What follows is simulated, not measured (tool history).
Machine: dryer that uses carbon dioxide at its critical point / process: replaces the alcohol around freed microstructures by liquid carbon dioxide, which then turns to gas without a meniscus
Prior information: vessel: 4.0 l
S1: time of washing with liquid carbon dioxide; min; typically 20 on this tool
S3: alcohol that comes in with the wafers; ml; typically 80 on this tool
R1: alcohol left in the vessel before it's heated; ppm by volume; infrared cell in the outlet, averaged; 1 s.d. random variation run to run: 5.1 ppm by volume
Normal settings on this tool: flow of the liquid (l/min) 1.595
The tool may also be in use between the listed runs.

Run 1, day 0: usual settings. Result: R1 109 ppm by volume.
Run 2, day 0.475: usual settings but S1 14 min. Result: R1 488 ppm by volume.
Run 3, day 0.75: usual settings but S1 14 min. Result: R1 479 ppm by volume.
Run 4, day 1.012: usual settings but S3 56 ml. Result: R1 87 ppm by volume.
Run 5, day 1.438: usual settings but S3 56 ml. Result: R1 85 ppm by volume.
Run 6, day 1.783: usual settings but S1 13 min. Result: R1 675 ppm by volume.
Run 7, day 2.217: usual settings but S1 13 min. Result: R1 670 ppm by volume.
Run 8, day 2.717: usual settings but S1 13 min. Result: R1 654 ppm by volume.
Run 9, day 3.108: usual settings but S1 13 min. Result: R1 672 ppm by volume.
Run 10, day 3.45: usual settings but S1 13 min. Result: R1 679 ppm by volume.
Run 11, day 3.829: usual settings but S1 13 min, S3 55 ml. Result: R1 490 ppm by volume.
Run 12, day 4.117: usual settings but S1 17 min. Result: R1 241 ppm by volume.
Run 13, day 4.654: usual settings. Result: R1 125 ppm by volume.
Run 14, day 5.167: usual settings but flow of the liquid (l/min) 1.08. Result: R1 655 ppm by volume.
Run 15, day 5.4: usual settings but flow of the liquid (l/min) 1.08. Result: R1 640 ppm by volume.
Run 16, day 5.654: usual settings. Result: R1 127 ppm by volume.
Run 17, day 5.908: usual settings. Result: R1 142 ppm by volume.
Run 18, day 6.129: usual settings but S3 26 ml. Result: R1 62 ppm by volume.
Run 19, day 6.571: usual settings but S3 26 ml. Result: R1 52 ppm by volume.
Run 20, day 6.842: usual settings but S3 26 ml. Result: R1 54 ppm by volume.
Run 21, day 7.192: usual settings but S3 26 ml. Result: R1 63 ppm by volume.
Run 22, day 7.508: usual settings but S3 26 ml. Result: R1 69 ppm by volume.
Run 23, day 7.812: usual settings but S3 26 ml. Result: R1 64 ppm by volume.
Run 24, day 8.183: usual settings but S3 26 ml. Result: R1 64 ppm by volume.
Run 25, day 8.6: usual settings but S3 26 ml. Result: R1 64 ppm by volume.
Run 26, day 9.104: usual settings but S1 22 min, flow of the liquid (l/min) 2.69, S3 105 ml. Result: R1 28 ppm by volume.
Run 27, day 9.362: usual settings but S1 18 min, flow of the liquid (l/min) 2.69, S3 105 ml. Result: R1 37 ppm by volume.
Run 28, day 9.621: usual settings but S1 18 min, flow of the liquid (l/min) 2.69, S3 105 ml. Result: R1 35 ppm by volume.
Run 29, day 9.975: usual settings but flow of the liquid (l/min) 1.66, S3 24 ml. Result: R1 58 ppm by volume.
Run 30, day 10.392: usual settings but S1 30 min, S3 48 ml. Result: R1 36 ppm by volume.
Run 31, day 10.804: usual settings but S1 12 min, flow of the liquid (l/min) 2.23, S3 27 ml. Result: R1 121 ppm by volume.
Run 32, day 11.121: usual settings but S1 14 min, flow of the liquid (l/min) 0.98, S3 102 ml. Result: R1 2979 ppm by volume.
Run 33, day 11.367: usual settings but flow of the liquid (l/min) 2.4, S3 67 ml. Result: R1 47 ppm by volume.
Run 34, day 11.688: usual settings but flow of the liquid (l/min) 2.4, S3 67 ml. Result: R1 38 ppm by volume.
Run 35, day 12.171: usual settings but S1 15 min, flow of the liquid (l/min) 1.46, S3 72 ml. Result: R1 598 ppm by volume.
Run 36, day 12.404: usual settings but S1 26 min, flow of the liquid (l/min) 2.66, S3 62 ml. Result: R1 34 ppm by volume.
Run 37, day 12.933: usual settings but S3 37 ml. Result: R1 95 ppm by volume.
Run 38, day 13.329: usual settings but flow of the liquid (l/min) 2.53. Result: R1 38 ppm by volume.
Run 39, day 13.596: usual settings but S1 26 min, flow of the liquid (l/min) 1.4, S3 34 ml. Result: R1 62 ppm by volume.
Run 40, day 14.067: usual settings but S1 26 min, flow of the liquid (l/min) 1.4, S3 34 ml. Result: R1 78 ppm by volume.
Run 41, day 14.558: usual settings but S1 26 min, flow of the liquid (l/min) 1.4, S3 34 ml. Result: R1 58 ppm by volume.
Run 42, day 14.921: usual settings but S1 26 min, flow of the liquid (l/min) 1.4, S3 34 ml. Result: R1 80 ppm by volume.
Run 43, day 15.421: usual settings but S1 26 min, flow of the liquid (l/min) 1.4, S3 78 ml. Result: R1 105 ppm by volume.

For run 44, what comes out?
Run 44, day 15.7: usual settings but S1 26 min, flow of the liquid (l/min) 1.4, S3 41 ml. Result: R1 ?.

{"run 44": {"R1": 79}}
Take away the tool's hidden state, keep the run-to-run variation as it was, and the same run would have given R1 26 ppm by volume.

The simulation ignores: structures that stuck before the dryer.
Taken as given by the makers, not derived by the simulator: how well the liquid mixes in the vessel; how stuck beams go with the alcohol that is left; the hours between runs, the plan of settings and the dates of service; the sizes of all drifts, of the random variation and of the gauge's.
